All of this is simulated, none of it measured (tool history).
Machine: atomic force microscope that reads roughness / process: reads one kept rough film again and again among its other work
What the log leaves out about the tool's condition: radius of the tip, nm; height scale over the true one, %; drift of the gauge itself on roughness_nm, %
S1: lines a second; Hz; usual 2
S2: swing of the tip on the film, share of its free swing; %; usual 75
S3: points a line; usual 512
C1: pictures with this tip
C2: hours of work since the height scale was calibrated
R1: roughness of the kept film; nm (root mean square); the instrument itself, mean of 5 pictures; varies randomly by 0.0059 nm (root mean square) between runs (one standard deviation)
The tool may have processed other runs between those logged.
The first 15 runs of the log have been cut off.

Run 16, day 11.85: usual settings but S3 275; C1 203; C2 52. Result: R1 0.781 nm (root mean square).
At day 12.796: new tip fitted.
Run 17, day 12.933: usual settings but S3 275; C1 4; C2 71. Result: R1 1.066 nm (root mean square).
Run 18, day 13.575: usual settings but S3 275; C1 22; C2 82. Result: R1 1.018 nm (root mean square).
Run 19, day 14.079: usual settings but S1 2.74 Hz, S2 74 %, S3 920; C1 36; C2 91. Result: R1 0.998 nm (root mean square).
Run 20, day 14.538: usual settings but S1 0.93 Hz, S2 74 %, S3 598; C1 49; C2 99. Result: R1 1.054 nm (root mean square).
Run 21, day 15.104: usual settings but S1 0.74 Hz, S2 89 %, S3 267; C1 65; C2 109. Result: R1 0.97 nm (root mean square).
Run 22, day 15.921: usual settings but S1 3.05 Hz, S2 85 %, S3 561; C1 87; C2 123. Result: R1 0.829 nm (root mean square).
Run 23, day 16.654: usual settings but S1 3.05 Hz, S2 85 %, S3 334; C1 108; C2 136. Result: R1 0.796 nm (root mean square).
Run 24, day 17.308: usual settings but S1 2.54 Hz, S3 270; C1 126; C2 147. Result: R1 0.85 nm (root mean square).
Run 25, day 18.254: usual settings but S1 3.76 Hz, S2 59 %, S3 704; C1 153; C2 164. Result: R1 0.881 nm (root mean square).
Run 26, day 18.704: usual settings but S1 1.48 Hz, S2 60 %; C1 165; C2 172. Result: R1 0.875 nm (root mean square).
Run 27, day 19.517: usual settings but S1 1.16 Hz; C1 188; C2 186. Result: R1 0.825 nm (root mean square).
Run 28, day 20.604: usual settings but S1 0.66 Hz, S2 72 %, S3 756; C1 219; C2 205. Result: R1 0.823 nm (root mean square).
At day 21.071: new tip fitted.
Run 29, day 21.088: usual settings but S1 0.66 Hz, S2 58 %, S3 756; C1 0; C2 213. Result: R1 1.177 nm (root mean square).
Run 30, day 22.092: usual settings but S2 57 %; C1 28; C2 231. Result: R1 1.095 nm (root mean square).
Run 31, day 22.921: usual settings but S2 67 %, S3 441; C1 52; C2 245. Result: R1 1.025 nm (root mean square).
Run 32, day 23.771: usual settings but S1 3.82 Hz, S2 80 %, S3 441; C1 76; C2 260. Result: R1 0.843 nm (root mean square).
Run 33, day 24.246: usual settings but S1 3.82 Hz, S2 80 %, S3 441; C1 89; C2 268. Result: R1 0.829 nm (root mean square).

Alternative continuations, all from the tool just after run 33; predict every row:
Run A, day 25.154: usual settings but S1 3.82 Hz, S2 69 %, S3 441; C1 114; C2 284. Result: R1 ?.
Run B, day 25.154: usual settings but S1 3.82 Hz, S2 80 %, S3 260; C1 114; C2 284. Result: R1 ?.
Run C, day 25.154: usual settings but S1 2.38 Hz, S2 73 %, S3 659; C1 114; C2 284. Result: R1 ?.

run     R1
  A  0.863
  B  0.783
  C  0.897
With the hidden condition removed and each run's random variation left untouched, the same runs would have given:
run     R1
  A   1.05
  B  0.951
  C  1.091
